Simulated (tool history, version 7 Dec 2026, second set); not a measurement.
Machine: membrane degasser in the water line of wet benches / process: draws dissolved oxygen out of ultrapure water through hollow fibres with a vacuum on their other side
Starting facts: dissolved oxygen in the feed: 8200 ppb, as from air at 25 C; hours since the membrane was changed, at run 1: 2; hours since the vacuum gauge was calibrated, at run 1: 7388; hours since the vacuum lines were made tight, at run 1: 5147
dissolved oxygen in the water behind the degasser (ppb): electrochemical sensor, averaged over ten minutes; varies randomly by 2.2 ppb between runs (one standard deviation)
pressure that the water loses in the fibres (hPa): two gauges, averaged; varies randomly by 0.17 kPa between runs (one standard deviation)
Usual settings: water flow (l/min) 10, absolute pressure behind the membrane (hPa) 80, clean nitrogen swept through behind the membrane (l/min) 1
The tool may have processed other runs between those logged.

| run | hour | water flow (l/min) | absolute pressure behind the membrane (hPa) | clean nitrogen swept through behind the membrane (l/min) | hours since the membrane was changed | hours since the vacuum gauge was calibrated | hours since the vacuum lines were made tight | dissolved oxygen in the water behind the degasser (ppb) | pressure that the water loses in the fibres (hPa) |
|---|---|---|---|---|---|---|---|---|---|
| 1 | 0 | 10 | 80 | 1 | 2 | 7388 | 5147 | 224.1 | 285.8 |
| 2 | 29.1 | 10 | 80 | 1 | 31 | 7417 | 5176 | 226.5 | 288.8 |
| 3 | 68.2 | 10 | 89.9 | 1 | 70 | 7456 | 5215 | 250.3 | 287 |
| 4 | 95.7 | 10 | 89.9 | 1 | 98 | 7483 | 5243 | 247.3 | 287 |
| 5 | 140.2 | 10 | 89.9 | 1 | 142 | 7528 | 5287 | 249.9 | 288.8 |
| 6 | 199.8 | 10 | 80 | 1 | 202 | 7588 | 5347 | 228.5 | 289.3 |
| 7 | 251.9 | 10 | 91.1 | 1 | 254 | 7640 | 5399 | 254 | 289.5 |
| 8 | 300.4 | 10 | 109.5 | 1 | 303 | 7688 | 5448 | 291 | 286.6 |
| 9 | 341.5 | 10 | 80 | 1 | 344 | 7729 | 5489 | 221.9 | 286.2 |
|  | 355.4 | seals of the vacuum lines changed |
| 10 | 376.2 | 10 | 80 | 1 | 376 | 7762 | 21 | 222.6 | 285.5 |
| 11 | 429.9 | 10 | 80 | 1 | 430 | 7816 | 74 | 223.2 | 288.7 |
| 12 | 477.2 | 10 | 80 | 1 | 477 | 7863 | 122 | 224.6 | 284.8 |
| 13 | 527.2 | 10 | 80 | 1 | 527 | 7913 | 172 | 228.8 | 286.7 |
| 14 | 564.2 | 10 | 80 | 1 | 564 | 7950 | 209 | 223.7 | 287.6 |
| 15 | 590.4 | 10 | 80 | 1 | 590 | 7976 | 235 | 222.9 | 289.7 |
| 16 | 643.3 | 10 | 80 | 1 | 643 | 8029 | 288 | 222.5 | 289 |
| 17 | 690.6 | 6 | 80 | 1.76 | 691 | 8076 | 335 | 66.8 | 171.6 |
| 18 | 746.1 | 6 | 80 | 1.76 | 746 | 8132 | 391 | 67.4 | 173.6 |
| 19 | 775.7 | 8 | 64.5 | 0.47 | 776 | 8161 | 420 | 196.5 | 229.8 |
| 20 | 806 | 13 | 83.9 | 2.69 | 806 | 8192 | 451 | 265.2 | 373 |
| 21 | 846 | 16 | 66.1 | 1 | 846 | 8232 | 491 | 447.2 | 460 |
| 22 | 895.8 | 10 | 154.1 | 0.5 | 896 | 8282 | 540 | 623.5 | 286.1 |
| 23 | 941.5 | 9 | 112.4 | 0.5 | 942 | 8327 | 586 | 408.8 | 256.2 |
| 24 | 970.9 | 9 | 48.8 | 2.67 | 971 | 8357 | 616 | 97.5 | 258.3 |
| 25 | 996.6 | 9 | 48.8 | 2.67 | 997 | 8382 | 641 | 98.9 | 257.9 |
| 26 | 1035.2 | 9 | 48.8 | 2.67 | 1035 | 8421 | 680 | 99.2 | 259.8 |
| 27 | 1090.2 | 9 | 48.8 | 2.67 | 1090 | 8476 | 735 | 99.8 | 256.6 |
| 28 | 1116.4 | 12 | 80 | 0.85 | 1117 | 8502 | 761 | 326.2 | 350.1 |
| 29 | 1159.2 | 12 | 103.2 | 1.38 | 1159 | 8545 | 804 | 318 | 345.1 |
| 30 | 1186.3 | 13 | 97.4 | 1 | 1186 | 8572 | 831 | 401.6 | 373 |
| 31 | 1227.9 | 13 | 97.4 | 1 | 1228 | 8614 | 873 | 400.6 | 373.2 |
| 32 | 1286.8 | 13 | 97.4 | 1 | 1287 | 8673 | 931 | 409.4 | 373.4 |

What if the next run were any one of these 4? Each begins from the tool's condition after run 32:
| A | 1329.7 | 7 | 91.2 | 0.96 | 1330 | 8715 | 974 | ? | ? |
| B | 1329.7 | 8 | 97.4 | 0.57 | 1330 | 8715 | 974 | ? | ? |
| C | 1329.7 | 11 | 50.1 | 2.98 | 1330 | 8715 | 974 | ? | ? |
| D | 1329.7 | 8 | 69.1 | 1.01 | 1330 | 8715 | 974 | ? | ? |

| run | dissolved oxygen in the water behind the degasser (ppb) | pressure that the water loses in the fibres (hPa) |
|---|---|---|
| A | 146.6 | 201.8 |
| B | 279 | 228.7 |
| C | 159.9 | 316.6 |
| D | 137.2 | 230.3 |
Without the tool's hidden state the same runs would have given:
| run | dissolved oxygen in the water behind the degasser (ppb) | pressure that the water loses in the fibres (hPa) |
|---|---|---|
| A | 137.7 | 200.5 |
| B | 263.5 | 227.2 |
| C | 152.4 | 314.5 |
| D | 127.2 | 228.7 |
